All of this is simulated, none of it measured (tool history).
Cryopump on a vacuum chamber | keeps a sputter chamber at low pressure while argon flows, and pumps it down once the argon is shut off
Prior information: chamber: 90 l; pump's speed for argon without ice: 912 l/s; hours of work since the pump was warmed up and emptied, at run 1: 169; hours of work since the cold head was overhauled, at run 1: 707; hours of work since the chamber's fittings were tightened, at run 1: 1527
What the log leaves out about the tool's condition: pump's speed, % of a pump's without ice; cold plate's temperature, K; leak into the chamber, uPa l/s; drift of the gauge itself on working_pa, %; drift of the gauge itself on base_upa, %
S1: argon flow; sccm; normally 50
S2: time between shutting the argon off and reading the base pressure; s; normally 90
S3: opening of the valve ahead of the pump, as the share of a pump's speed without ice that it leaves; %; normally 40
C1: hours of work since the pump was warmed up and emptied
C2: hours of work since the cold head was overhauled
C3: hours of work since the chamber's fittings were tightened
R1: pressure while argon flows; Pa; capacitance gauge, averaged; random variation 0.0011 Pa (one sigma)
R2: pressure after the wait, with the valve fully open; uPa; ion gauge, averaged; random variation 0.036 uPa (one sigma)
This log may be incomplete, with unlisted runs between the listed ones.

run 1 day=0 | S1=50 S2=90 S3=40 | C1=169 C2=707 C3=1527 | R1=0.2416 R2=5.78
run 2 day=0.796 | S1=50 S2=90 S3=40 | C1=186 C2=724 C3=1544 | R1=0.2408 R2=5.93
run 3 day=1.708 | S1=50 S2=90 S3=40 | C1=205 C2=743 C3=1564 | R1=0.2413 R2=6.17
run 4 day=2.225 | S1=50 S2=90 S3=40 | C1=216 C2=754 C3=1575 | R1=0.2404 R2=6.16
run 5 day=2.979 | S1=50 S2=36 S3=40 | C1=232 C2=770 C3=1591 | R1=0.2432 R2=8.55
run 6 day=3.442 | S1=50 S2=36 S3=40 | C1=242 C2=780 C3=1600 | R1=0.2407 R2=8.57
run 7 day=4.379 | S1=50 S2=36 S3=40 | C1=262 C2=800 C3=1621 | R1=0.2445 R2=8.68
run 8 day=5.304 | S1=50 S2=33 S3=40 | C1=282 C2=820 C3=1640 | R1=0.2439 R2=9.11
run 9 day=5.842 | S1=50 S2=227 S3=40 | C1=293 C2=831 C3=1652 | R1=0.2444 R2=5.34
run 10 day=6.317 | S1=50 S2=227 S3=40 | C1=304 C2=841 C3=1662 | R1=0.2454 R2=5.39
run 11 day=7.229 | S1=50 S2=227 S3=40 | C1=323 C2=861 C3=1681 | R1=0.2455 R2=5.48
run 12 day=7.796 | S1=50 S2=227 S3=40 | C1=335 C2=873 C3=1693 | R1=0.2481 R2=5.36
-- day=8.812 leaking fittings of the chamber tightened, without venting
run 13 day=8.812 | S1=50 S2=90 S3=40 | C1=355 C2=893 C3=0 | R1=0.2463 R2=2.04
run 14 day=9.446 | S1=50 S2=90 S3=40 | C1=369 C2=906 C3=14 | R1=0.2458 R2=2.18
run 15 day=10.404 | S1=50 S2=90 S3=40 | C1=389 C2=927 C3=34 | R1=0.2481 R2=2.28
run 16 day=10.929 | S1=50 S2=90 S3=40 | C1=400 C2=938 C3=45 | R1=0.2472 R2=2.26
run 17 day=11.854 | S1=50 S2=90 S3=40 | C1=420 C2=958 C3=65 | R1=0.2504 R2=2.39
run 18 day=12.458 | S1=50 S2=174 S3=30 | C1=433 C2=970 C3=78 | R1=0.3281 R2=1.55
run 19 day=13.388 | S1=94 S2=187 S3=27 | C1=453 C2=990 C3=98 | R1=0.6777 R2=1.6
run 20 day=14.225 | S1=94 S2=187 S3=29 | C1=470 C2=1008 C3=115 | R1=0.6368 R2=1.64
run 21 day=15.083 | S1=94 S2=187 S3=29 | C1=489 C2=1027 C3=134 | R1=0.6455 R2=1.73
run 22 day=15.779 | S1=50 S2=90 S3=43 | C1=504 C2=1041 C3=149 | R1=0.2377 R2=2.64
run 23 day=16.629 | S1=50 S2=90 S3=43 | C1=522 C2=1059 C3=167 | R1=0.2382 R2=2.62
-- day=17.075 pump warmed up, emptied and cooled again
run 24 day=17.721 | S1=50 S2=90 S3=43 | C1=14 C2=1078 C3=186 | R1=0.2156 R2=2.46
run 25 day=18.45 | S1=41 S2=281 S3=56 | C1=29 C2=1094 C3=201 | R1=0.1385 R2=1.41
run 26 day=18.975 | S1=41 S2=281 S3=56 | C1=41 C2=1105 C3=212 | R1=0.1385 R2=1.45

What will run 27 give?
run 27 day=19.871 | S1=41 S2=281 S3=56 | C1=60 C2=1124 C3=231 | R1=? R2=?

For run 27 the tool returned R1 0.1383 Pa, R2 1.59 uPa.
Take away the tool's hidden state, keep the run-to-run variation as it was, and the same run would have given R1 0.1348 Pa, R2 0.91 uPa.
